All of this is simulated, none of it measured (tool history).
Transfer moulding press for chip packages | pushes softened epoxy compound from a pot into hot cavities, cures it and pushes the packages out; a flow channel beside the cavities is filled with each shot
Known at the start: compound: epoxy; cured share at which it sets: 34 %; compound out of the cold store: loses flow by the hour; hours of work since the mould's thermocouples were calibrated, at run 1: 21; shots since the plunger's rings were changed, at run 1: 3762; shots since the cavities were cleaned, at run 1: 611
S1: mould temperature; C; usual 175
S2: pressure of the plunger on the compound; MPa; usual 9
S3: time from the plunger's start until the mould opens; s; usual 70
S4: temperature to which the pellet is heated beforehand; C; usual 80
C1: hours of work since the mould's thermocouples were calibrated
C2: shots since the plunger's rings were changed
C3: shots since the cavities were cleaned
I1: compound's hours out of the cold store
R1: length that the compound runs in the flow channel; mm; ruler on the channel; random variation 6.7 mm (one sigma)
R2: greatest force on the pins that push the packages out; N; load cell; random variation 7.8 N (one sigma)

Run 1, hour 0: usual settings; C1 21; C2 3762; C3 611; I1 32. Result: R1 652 mm, R2 416 N.
Run 2, hour 22.3: usual settings; C1 36; C2 4131; C3 980; I1 30.8. Result: R1 653 mm, R2 463 N.
At hour 32.5: cavities cleaned with cleaning compound and waxed.
Run 3, hour 38.5: usual settings; C1 45; C2 4375; C3 99; I1 41.5. Result: R1 628 mm, R2 331 N.
At hour 50: plunger's sealing rings changed.
Run 4, hour 63.9: usual settings but S4 79 C; C1 61; C2 231; C3 479; I1 12.6. Result: R1 727 mm, R2 426 N.
Run 5, hour 84.2: usual settings but S4 79 C; C1 74; C2 566; C3 814; I1 30.5. Result: R1 704 mm, R2 418 N.
At hour 104.9: cavities cleaned with cleaning compound and waxed.
Run 6, hour 112.6: usual settings but S4 79 C; C1 92; C2 1012; C3 128; I1 9.6. Result: R1 739 mm, R2 389 N.
Run 7, hour 134.1: usual settings; C1 106; C2 1368; C3 484; I1 29.4. Result: R1 681 mm, R2 426 N.
Run 8, hour 161.4: usual settings; C1 124; C2 1819; C3 935; I1 23. Result: R1 697 mm, R2 488 N.
At hour 174.5: cavities cleaned with cleaning compound and waxed.
Run 9, hour 187.6: usual settings; C1 140; C2 2230; C3 217; I1 26.6. Result: R1 685 mm, R2 389 N.
Run 10, hour 202.8: usual settings; C1 150; C2 2482; C3 469; I1 13.3. Result: R1 721 mm, R2 445 N.
Run 11, hour 221.1: usual settings; C1 162; C2 2784; C3 771; I1 42.3. Result: R1 644 mm, R2 431 N.
At hour 243.8: cavities cleaned with cleaning compound and waxed.
Run 12, hour 251.2: usual settings but S3 53 s; C1 181; C2 3257; C3 121; I1 19.5. Result: R1 687 mm, R2 767 N.
Run 13, hour 268.5: usual settings but S3 53 s; C1 193; C2 3544; C3 408; I1 19.7. Result: R1 686 mm, R2 867 N.
Run 14, hour 297.4: usual settings but S2 9.44 MPa, S3 53 s, S4 78 C; C1 212; C2 4024; C3 888; I1 25.9. Result: R1 681 mm, R2 977 N.
At hour 313.3: cavities cleaned with cleaning compound and waxed.
Run 15, hour 322.4: usual settings but S2 7.1 MPa, S3 53 s, S4 78 C; C1 227; C2 4412; C3 151; I1 17.9. Result: R1 597 mm, R2 854 N.
At hour 332.9: plunger's sealing rings changed.
Run 16, hour 353.9: usual settings but S1 172 C, S2 9.37 MPa, S3 53 s, S4 78 C; C1 247; C2 348; C3 631; I1 22.9. Result: R1 726 mm, R2 1061 N.
Run 17, hour 373.6: usual settings but S1 176 C, S2 9.24 MPa, S3 110 s, S4 88 C; C1 260; C2 675; C3 958; I1 27.9. Result: R1 711 mm, R2 290 N.
At hour 386.7: cavities cleaned with cleaning compound and waxed.
Run 18, hour 392.8: usual settings but S1 169 C, S2 8.81 MPa, S3 90 s; C1 271; C2 968; C3 102; I1 29.8. Result: R1 716 mm, R2 297 N.
Run 19, hour 416.2: usual settings but S3 93 s, S4 87 C; C1 287; C2 1356; C3 490; I1 22.1. Result: R1 700 mm, R2 275 N.
Run 20, hour 436.5: usual settings but S2 7.77 MPa, S3 62 s, S4 73 C; C1 300; C2 1691; C3 825; I1 30.6. Result: R1 627 mm, R2 681 N.
At hour 455.9: cavities cleaned with cleaning compound and waxed.
Run 21, hour 457.4: usual settings but S1 176 C, S2 9.54 MPa, S3 62 s, S4 78 C; C1 313; C2 2013; C3 26; I1 28.1. Result: R1 699 mm, R2 437 N.
Run 22, hour 483.4: usual settings but S2 8.94 MPa, S3 99 s; C1 330; C2 2443; C3 456; I1 35.9. Result: R1 655 mm, R2 266 N.
Run 23, hour 509.6: usual settings but S2 8.94 MPa, S3 99 s; C1 347; C2 2876; C3 889; I1 37.8. Result: R1 650 mm, R2 299 N.
At hour 525.6: cavities cleaned with cleaning compound and waxed.
Run 24, hour 537: usual settings but S2 8.94 MPa, S3 99 s; C1 365; C2 3306; C3 189; I1 46.5. Result: R1 625 mm, R2 227 N.
Run 25, hour 559: usual settings but S2 7.78 MPa, S4 82 C; C1 379; C2 3670; C3 553; I1 34.9. Result: R1 603 mm, R2 429 N.

Hidden state at the last listed run before each entry between runs and at the first one after, where it differs:
Between runs 2 and 3: cavities cleaned with cleaning compound and waxed (hour 32.5)
  true mould temperature over the reading, C: -0.21 -> -0.22; pressure that reaches the compound, % of what is set: 84.43 -> 83.55; grip of the stained cavities, % over clean ones': 40.8 -> 7.3
  measured less the result without the state, R1: -56 -> -58 mm; R2: +139 -> +27 N
Between runs 3 and 4: plunger's sealing rings changed (hour 50)
  true mould temperature over the reading, C: -0.22 -> -0.25; pressure that reaches the compound, % of what is set: 83.55 -> 98.65; grip of the stained cavities, % over clean ones': 7.3 -> 26.1
  measured less the result without the state, R1: -58 -> -5 mm; R2: +27 -> +94 N
Between runs 5 and 6: cavities cleaned with cleaning compound and waxed (hour 104.9)
  true mould temperature over the reading, C: -0.27 -> -0.3; pressure that reaches the compound, % of what is set: 97.37 -> 95.57; grip of the stained cavities, % over clean ones': 37.3 -> 13.1
  measured less the result without the state, R1: -9 -> -16 mm; R2: +119 -> +52 N
Between runs 8 and 9: cavities cleaned with cleaning compound and waxed (hour 174.5)
  true mould temperature over the reading, C: -0.35 -> -0.38; pressure that reaches the compound, % of what is set: 92.63 -> 90.93; grip of the stained cavities, % over clean ones': 42.6 -> 14.7
  measured less the result without the state, R1: -26 -> -33 mm; R2: +153 -> +57 N
Between runs 11 and 12: cavities cleaned with cleaning compound and waxed (hour 243.8)
  true mould temperature over the reading, C: -0.42 -> -0.45; pressure that reaches the compound, % of what is set: 88.77 -> 86.99; grip of the stained cavities, % over clean ones': 37.3 -> 9.1
  measured less the result without the state, R1: -39 -> -48 mm; R2: +125 -> +81 N
Between runs 14 and 15: cavities cleaned with cleaning compound and waxed (hour 313.3)
  true mould temperature over the reading, C: -0.5 -> -0.52; pressure that reaches the compound, % of what is set: 84.07 -> 82.63; grip of the stained cavities, % over clean ones': 39.8 -> 14.2
  measured less the result without the state, R1: -60 -> -59 mm; R2: +296 -> +126 N
Between runs 15 and 16: plunger's sealing rings changed (hour 332.9)
  true mould temperature over the reading, C: -0.52 -> -0.56; pressure that reaches the compound, % of what is set: 82.63 -> 98.23; grip of the stained cavities, % over clean ones': 14.2 -> 33.8
  measured less the result without the state, R1: -59 -> -5 mm; R2: +126 -> +287 N
Between runs 17 and 18: cavities cleaned with cleaning compound and waxed (hour 386.7)
  true mould temperature over the reading, C: -0.58 -> -0.6; pressure that reaches the compound, % of what is set: 96.86 -> 95.8; grip of the stained cavities, % over clean ones': 42 -> 8.1
  measured less the result without the state, R1: -10 -> -14 mm; R2: +86 -> +31 N
Between runs 20 and 21: cavities cleaned with cleaning compound and waxed (hour 455.9)
  true mould temperature over the reading, C: -0.65 -> -0.67; pressure that reaches the compound, % of what is set: 92.97 -> 91.73; grip of the stained cavities, % over clean ones': 37.9 -> 2.5
  measured less the result without the state, R1: -22 -> -30 mm; R2: +208 -> +31 N
Between runs 23 and 24: cavities cleaned with cleaning compound and waxed (hour 525.6)
  true mould temperature over the reading, C: -0.73 -> -0.76; pressure that reaches the compound, % of what is set: 88.48 -> 86.73; grip of the stained cavities, % over clean ones': 39.8 -> 12.3
  measured less the result without the state, R1: -39 -> -44 mm; R2: +87 -> +26 N
